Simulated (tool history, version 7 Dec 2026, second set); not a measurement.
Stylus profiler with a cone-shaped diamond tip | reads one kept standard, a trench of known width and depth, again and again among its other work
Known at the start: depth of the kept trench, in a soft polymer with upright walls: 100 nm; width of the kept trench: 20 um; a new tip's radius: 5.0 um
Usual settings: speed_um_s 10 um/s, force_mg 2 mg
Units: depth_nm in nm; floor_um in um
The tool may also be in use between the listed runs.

{"run": 1, "hour": 0.0, "speed_um_s": 10, "force_mg": 2, "depth_nm": 100.57, "floor_um": 17.92}
{"run": 2, "hour": 68.1, "speed_um_s": 10, "force_mg": 2, "depth_nm": 100.46, "floor_um": 17.93}
{"run": 3, "hour": 139.7, "speed_um_s": 10, "force_mg": 5.9, "depth_nm": 101.04, "floor_um": 18}
{"run": 4, "hour": 203.4, "speed_um_s": 14, "force_mg": 2, "depth_nm": 100.61, "floor_um": 17.92}
{"run": 5, "hour": 270.7, "speed_um_s": 15, "force_mg": 2, "depth_nm": 100.57, "floor_um": 17.87}
{"run": 6, "hour": 317.7, "speed_um_s": 15, "force_mg": 2, "depth_nm": 100.56, "floor_um": 17.91}
{"run": 7, "hour": 381.4, "speed_um_s": 10, "force_mg": 2, "depth_nm": 100.6, "floor_um": 17.92}
{"run": 8, "hour": 450.0, "speed_um_s": 10, "force_mg": 2, "depth_nm": 100.57, "floor_um": 17.95}
{"run": 9, "hour": 508.3, "speed_um_s": 31, "force_mg": 2, "depth_nm": 100.47, "floor_um": 17.86}
{"run": 10, "hour": 568.8, "speed_um_s": 31, "force_mg": 2, "depth_nm": 100.55, "floor_um": 17.81}
{"run": 11, "hour": 617.2, "speed_um_s": 31, "force_mg": 2, "depth_nm": 100.52, "floor_um": 17.78}
{"run": 12, "hour": 682.1, "speed_um_s": 10, "force_mg": 2, "depth_nm": 100.51, "floor_um": 17.99}
{"run": 13, "hour": 751.8, "speed_um_s": 10, "force_mg": 1.57, "depth_nm": 100.41, "floor_um": 17.91}
{"run": 14, "hour": 823.3, "speed_um_s": 10, "force_mg": 2, "depth_nm": 100.54, "floor_um": 17.92}
{"run": 15, "hour": 855.8, "speed_um_s": 10, "force_mg": 2, "depth_nm": 100.52, "floor_um": 17.97}
{"run": 16, "hour": 894.3, "speed_um_s": 10, "force_mg": 2.74, "depth_nm": 100.65, "floor_um": 17.92}
{"run": 17, "hour": 936.4, "speed_um_s": 10, "force_mg": 2, "depth_nm": 100.57, "floor_um": 17.95}
{"run": 18, "hour": 987.1, "speed_um_s": 10, "force_mg": 2, "depth_nm": 100.58, "floor_um": 17.96}
{"run": 19, "hour": 1028.4, "speed_um_s": 10, "force_mg": 2, "depth_nm": 100.58, "floor_um": 17.92}
{"run": 20, "hour": 1080.0, "speed_um_s": 10, "force_mg": 2, "depth_nm": 100.68, "floor_um": 17.95}
{"run": 21, "hour": 1142.8, "speed_um_s": 10, "force_mg": 2, "depth_nm": 100.59, "floor_um": 17.94}
{"run": 22, "hour": 1208.1, "speed_um_s": 10, "force_mg": 5.38, "depth_nm": 101.19, "floor_um": 17.97}
{"run": 23, "hour": 1243.0, "speed_um_s": 10, "force_mg": 5.38, "depth_nm": 100.97, "floor_um": 17.94}
{"run": 24, "hour": 1285.7, "speed_um_s": 4, "force_mg": 3.92, "depth_nm": 100.78, "floor_um": 17.96}
{"run": 25, "hour": 1356.8, "speed_um_s": 2, "force_mg": 1.35, "depth_nm": 100.46, "floor_um": 17.96}
{"run": 26, "hour": 1416.0, "speed_um_s": 6, "force_mg": 0.67, "depth_nm": 100.41, "floor_um": 17.96}
{"run": 27, "hour": 1487.6, "speed_um_s": 9, "force_mg": 0.75, "depth_nm": 100.17, "floor_um": 17.85}
{"run": 28, "hour": 1548.6, "speed_um_s": 9, "force_mg": 3.16, "depth_nm": 100.73, "floor_um": 17.91}
{"run": 29, "hour": 1582.0, "speed_um_s": 4, "force_mg": 1.61, "depth_nm": 100.48, "floor_um": 17.98}
{"run": 30, "hour": 1634.2, "speed_um_s": 4, "force_mg": 1.61, "depth_nm": 100.54, "floor_um": 17.98}
{"run": 31, "hour": 1668.0, "speed_um_s": 31, "force_mg": 4.09, "depth_nm": 100.87, "floor_um": 17.89}
{"run": 32, "hour": 1714.6, "speed_um_s": 5, "force_mg": 1.92, "depth_nm": 100.61, "floor_um": 17.94}
{"run": 33, "hour": 1756.0, "speed_um_s": 6, "force_mg": 1.63, "depth_nm": 100.48, "floor_um": 17.92}
{"run": 34, "hour": 1806.5, "speed_um_s": 6, "force_mg": 2.23, "depth_nm": 100.53, "floor_um": 17.98}

The next listed run, before its measurement:
{"run": 35, "hour": 1852.4, "speed_um_s": 6, "force_mg": 2.23, "depth_nm": "?", "floor_um": "?"}

Run 35 gave depth_nm 100.55 nm, floor_um 17.97 um.
Without the tool's hidden state the same run would have given depth_nm 100.54 nm, floor_um 17.98 um.
